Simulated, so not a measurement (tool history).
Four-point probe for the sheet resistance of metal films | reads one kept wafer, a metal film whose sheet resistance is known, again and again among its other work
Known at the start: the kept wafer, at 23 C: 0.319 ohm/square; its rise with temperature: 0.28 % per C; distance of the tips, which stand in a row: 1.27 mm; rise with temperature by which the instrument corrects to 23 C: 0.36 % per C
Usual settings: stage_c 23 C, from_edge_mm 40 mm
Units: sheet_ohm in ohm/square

run   hour  stage_c  from_edge_mm  sheet_ohm
  1    0.0       23            40   0.316959
  2   26.6       31            40   0.314899
  3   41.5       23            40   0.316960
  4   68.6       23            40   0.316817
  5   88.3       23            40   0.316784
  6  103.9       23            40   0.316648
  7  127.1       23            40   0.316625
  8  140.5       23            40   0.316584
     143.6  -- stage's thermometer calibrated
  9  157.2       23            40   0.316744
 10  186.0       23            40   0.316606
 11  200.6       23            40   0.316656
     220.8  -- stage's thermometer calibrated, once more
 12  221.3       25            40   0.315951
 13  247.2       25            40   0.316011
     249.5  -- new probe head fitted
 14  279.5       25            44   0.319284
 15  299.2       19            40   0.320866
 16  323.5       19            40   0.320816
 17  347.4       19            40   0.320628
 18  369.0       20             9   0.323648
 19  401.3       20             9   0.323609
 20  433.3       19             9   0.323942
 21  460.5       35            13   0.318098
 22  491.7       28            29   0.318489
 23  516.4       25            39   0.318981
 24  536.0       32             8   0.321364
 25  554.6       32             6   0.324539
 26  574.2       31            17   0.318123

4 ways to go on from here, each from the tool as it stands after run 26. What would each give?
  A  594.1       34             6          ?
  B  594.1       22            40          ?
  C  594.1       23            12          ?
  D  594.1       24            40          ?

run  sheet_ohm
  A   0.323893
  B   0.319593
  C   0.320983
  D   0.319006
Without the tool's hidden state the same runs would have given:
run  sheet_ohm
  A   0.323804
  B   0.319502
  C   0.320892
  D   0.318916

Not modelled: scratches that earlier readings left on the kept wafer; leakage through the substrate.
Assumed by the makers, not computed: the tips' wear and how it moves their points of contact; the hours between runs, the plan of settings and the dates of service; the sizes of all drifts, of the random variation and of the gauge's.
